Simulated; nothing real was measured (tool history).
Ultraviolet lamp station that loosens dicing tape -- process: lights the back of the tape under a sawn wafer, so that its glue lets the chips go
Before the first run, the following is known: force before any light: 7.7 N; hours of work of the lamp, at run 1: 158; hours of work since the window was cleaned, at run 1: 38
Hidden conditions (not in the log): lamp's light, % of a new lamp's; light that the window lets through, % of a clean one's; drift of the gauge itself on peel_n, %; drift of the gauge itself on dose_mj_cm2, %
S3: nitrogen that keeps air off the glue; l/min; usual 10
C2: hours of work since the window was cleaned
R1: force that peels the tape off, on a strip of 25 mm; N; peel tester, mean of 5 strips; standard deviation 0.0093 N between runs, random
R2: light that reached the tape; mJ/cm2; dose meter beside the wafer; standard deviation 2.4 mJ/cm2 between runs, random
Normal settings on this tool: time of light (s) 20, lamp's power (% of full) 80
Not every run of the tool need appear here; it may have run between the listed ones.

{"run": 1, "hour": 0.0, "time of light (s)": 20, "lamp's power (% of full)": 80, "S3": 10, "hours of work of the lamp": 158, "C2": 38, "R1": 0.461, "R2": 258}
{"run": 2, "hour": 69.1, "time of light (s)": 20, "lamp's power (% of full)": 80, "S3": 10, "hours of work of the lamp": 213, "C2": 92, "R1": 0.486, "R2": 247}
{"run": 3, "hour": 144.1, "time of light (s)": 20, "lamp's power (% of full)": 74, "S3": 10, "hours of work of the lamp": 272, "C2": 151, "R1": 0.677, "R2": 220}
{"run": 4, "hour": 212.1, "time of light (s)": 30, "lamp's power (% of full)": 80, "S3": 10, "hours of work of the lamp": 325, "C2": 205, "R1": 0.255, "R2": 342}
{"run": 5, "hour": 263.7, "time of light (s)": 30, "lamp's power (% of full)": 80, "S3": 10, "hours of work of the lamp": 366, "C2": 246, "R1": 0.265, "R2": 327}
{"run": 6, "hour": 318.2, "time of light (s)": 30, "lamp's power (% of full)": 80, "S3": 10, "hours of work of the lamp": 409, "C2": 289, "R1": 0.293, "R2": 319}
{"run": 7, "hour": 377.1, "time of light (s)": 20, "lamp's power (% of full)": 80, "S3": 10, "hours of work of the lamp": 455, "C2": 335, "R1": 0.8, "R2": 201}
{"run": 8, "hour": 441.7, "time of light (s)": 20, "lamp's power (% of full)": 65, "S3": 8, "hours of work of the lamp": 506, "C2": 386, "R1": 1.39, "R2": 158}
{"run": 9, "hour": 516.2, "time of light (s)": 11, "lamp's power (% of full)": 75, "S3": 10, "hours of work of the lamp": 565, "C2": 445, "R1": 2.56, "R2": 94}
{"run": 10, "hour": 575.2, "time of light (s)": 11, "lamp's power (% of full)": 80, "S3": 10, "hours of work of the lamp": 612, "C2": 491, "R1": 2.433, "R2": 93}
{"hour": 619.3, "done": "window cleaned of glue's vapour"}
{"run": 11, "hour": 643.3, "time of light (s)": 38, "lamp's power (% of full)": 80, "S3": 5, "hours of work of the lamp": 665, "C2": 19, "R1": 0.284, "R2": 383}
{"run": 12, "hour": 708.0, "time of light (s)": 14, "lamp's power (% of full)": 80, "S3": 17, "hours of work of the lamp": 716, "C2": 70, "R1": 1.323, "R2": 136}
{"hour": 735.1, "done": "lamp changed"}
{"run": 13, "hour": 780.0, "time of light (s)": 14, "lamp's power (% of full)": 80, "S3": 17, "hours of work of the lamp": 35, "C2": 126, "R1": 0.79, "R2": 181}
{"run": 14, "hour": 853.0, "time of light (s)": 14, "lamp's power (% of full)": 80, "S3": 17, "hours of work of the lamp": 93, "C2": 183, "R1": 0.85, "R2": 178}

Predict each of these 4 candidate next runs independently; none follows another, all start after run 14:
{"run": "A", "hour": 933.2, "time of light (s)": 29, "lamp's power (% of full)": 69, "S3": 4, "hours of work of the lamp": 156, "C2": 247, "R1": "?", "R2": "?"}
{"run": "B", "hour": 933.2, "time of light (s)": 14, "lamp's power (% of full)": 79, "S3": 6, "hours of work of the lamp": 156, "C2": 247, "R1": "?", "R2": "?"}
{"run": "C", "hour": 933.2, "time of light (s)": 12, "lamp's power (% of full)": 68, "S3": 12, "hours of work of the lamp": 156, "C2": 247, "R1": "?", "R2": "?"}
{"run": "D", "hour": 933.2, "time of light (s)": 25, "lamp's power (% of full)": 60, "S3": 17, "hours of work of the lamp": 156, "C2": 247, "R1": "?", "R2": "?"}

run=A R1=0.575 R2=299
run=B R1=1.498 R2=160
run=C R1=1.801 R2=123
run=D R1=0.511 R2=221
Take away the tool's hidden state, keep each run's random variation, and the runs would have read:
run=A R1=0.403 R2=350
run=B R1=1.151 R2=188
run=C R1=1.422 R2=143
run=D R1=0.359 R2=259
